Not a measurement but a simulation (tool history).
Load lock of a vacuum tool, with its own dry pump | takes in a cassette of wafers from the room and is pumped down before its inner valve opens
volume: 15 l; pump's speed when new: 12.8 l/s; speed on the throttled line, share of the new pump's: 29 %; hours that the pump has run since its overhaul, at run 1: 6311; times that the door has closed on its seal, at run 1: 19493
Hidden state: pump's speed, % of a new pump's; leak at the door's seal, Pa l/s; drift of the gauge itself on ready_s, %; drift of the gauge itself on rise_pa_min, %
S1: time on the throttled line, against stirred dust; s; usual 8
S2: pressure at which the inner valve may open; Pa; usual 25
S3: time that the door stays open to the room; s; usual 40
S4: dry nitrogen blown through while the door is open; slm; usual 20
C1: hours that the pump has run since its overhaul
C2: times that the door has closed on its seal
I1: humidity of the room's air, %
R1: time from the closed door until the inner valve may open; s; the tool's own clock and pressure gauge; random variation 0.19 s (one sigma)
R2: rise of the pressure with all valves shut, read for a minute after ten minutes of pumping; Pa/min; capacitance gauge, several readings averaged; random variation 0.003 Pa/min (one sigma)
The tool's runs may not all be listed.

Run 1, hour 0.0: usual settings; C1 6311; C2 19493; I1 48.1. Result: R1 16.7 s, R2 0.099 Pa/min.
Run 2, hour 283.5: usual settings; C1 6594; C2 20599; I1 44.8. Result: R1 16.0 s, R2 0.107 Pa/min.
Run 3, hour 517.6: usual settings; C1 6828; C2 21511; I1 46.0. Result: R1 16.1 s, R2 0.115 Pa/min.
Run 4, hour 716.1: usual settings; C1 7027; C2 22285; I1 44.8. Result: R1 16.2 s, R2 0.118 Pa/min.
Run 5, hour 1082.9: usual settings; C1 7394; C2 23715; I1 43.5. Result: R1 16.4 s, R2 0.125 Pa/min.
Run 6, hour 1424.0: usual settings; C1 7735; C2 25045; I1 42.8. Result: R1 16.4 s, R2 0.142 Pa/min.
Run 7, hour 1868.0: usual settings but S1 4 s; C1 8179; C2 26777; I1 44.5. Result: R1 14.1 s, R2 0.151 Pa/min.
Run 8, hour 2218.8: usual settings but S1 4 s; C1 8530; C2 28145; I1 44.2. Result: R1 14.1 s, R2 0.163 Pa/min.
Run 9, hour 2435.1: usual settings; C1 8746; C2 28988; I1 45.8. Result: R1 17.0 s, R2 0.178 Pa/min.
Run 10, hour 2776.9: usual settings; C1 9088; C2 30321; I1 45.8. Result: R1 17.0 s, R2 0.189 Pa/min.
Run 11, hour 3124.0: usual settings but S3 30 s, S4 4 slm; C1 9435; C2 31674; I1 46.6. Result: R1 16.9 s, R2 0.216 Pa/min.
Run 12, hour 3504.6: usual settings but S1 13 s, S4 31 slm; C1 9815; C2 33158; I1 43.8. Result: R1 20.1 s, R2 0.215 Pa/min.
Run 13, hour 3790.1: usual settings but S1 5 s, S2 23 Pa, S4 8 slm; C1 10101; C2 34271; I1 42.7. Result: R1 15.4 s, R2 0.234 Pa/min.
Run 14, hour 4264.1: usual settings but S1 6 s, S2 21 Pa, S4 35 slm; C1 10575; C2 36120; I1 45.4. Result: R1 15.9 s, R2 0.232 Pa/min.
Run 15, hour 4608.5: usual settings but S1 6 s, S2 21 Pa, S4 35 slm; C1 10919; C2 37463; I1 44.2. Result: R1 16.2 s, R2 0.252 Pa/min.
Run 16, hour 5065.3: usual settings but S1 6 s, S2 21 Pa, S4 35 slm; C1 11376; C2 39244; I1 43.9. Result: R1 16.4 s, R2 0.266 Pa/min.
Run 17, hour 5301.6: usual settings but S2 50 Pa; C1 11612; C2 40165; I1 45.7. Result: R1 16.1 s, R2 0.294 Pa/min.
Run 18, hour 5566.3: usual settings but S2 50 Pa; C1 11877; C2 41197; I1 45.0. Result: R1 16.5 s, R2 0.306 Pa/min.
Run 19, hour 6021.0: usual settings but S2 44 Pa, S3 118 s; C1 12332; C2 42970; I1 42.6. Result: R1 16.4 s, R2 0.326 Pa/min.
Run 20, hour 6343.3: usual settings but S1 5 s, S2 44 Pa, S3 118 s; C1 12654; C2 44227; I1 48.3. Result: R1 14.5 s, R2 0.349 Pa/min.

Forecast each of these 5 alternatives for the next run:
Run A, hour 6622.7: usual settings but S1 5 s, S2 21 Pa, S3 127 s; C1 12934; C2 45317; I1 47.4. Result: R1 ?, R2 ?.
Run B, hour 6622.7: usual settings but S3 78 s, S4 9 slm; C1 12934; C2 45317; I1 43.9. Result: R1 ?, R2 ?.
Run C, hour 6622.7: usual settings but S1 5 s, S2 44 Pa, S3 118 s; C1 12934; C2 45317; I1 46.3. Result: R1 ?, R2 ?.
Run D, hour 6622.7: usual settings but S1 6 s, S4 22 slm; C1 12934; C2 45317; I1 44.0. Result: R1 ?, R2 ?.
Run E, hour 6622.7: usual settings but S1 6 s, S2 44 Pa, S3 118 s, S4 22 slm; C1 12934; C2 45317; I1 45.3. Result: R1 ?, R2 ?.

run    R1     R2
  A  15.7  0.361
  B  17.3  0.374
  C  14.6  0.352
  D  16.4  0.358
  E  15.5  0.363
Without the tool's hidden state the same runs would have given:
run    R1     R2
  A  13.4  0.031
  B  15.3  0.043
  C  12.5  0.027
  D  14.2  0.023
  E  13.5  0.031
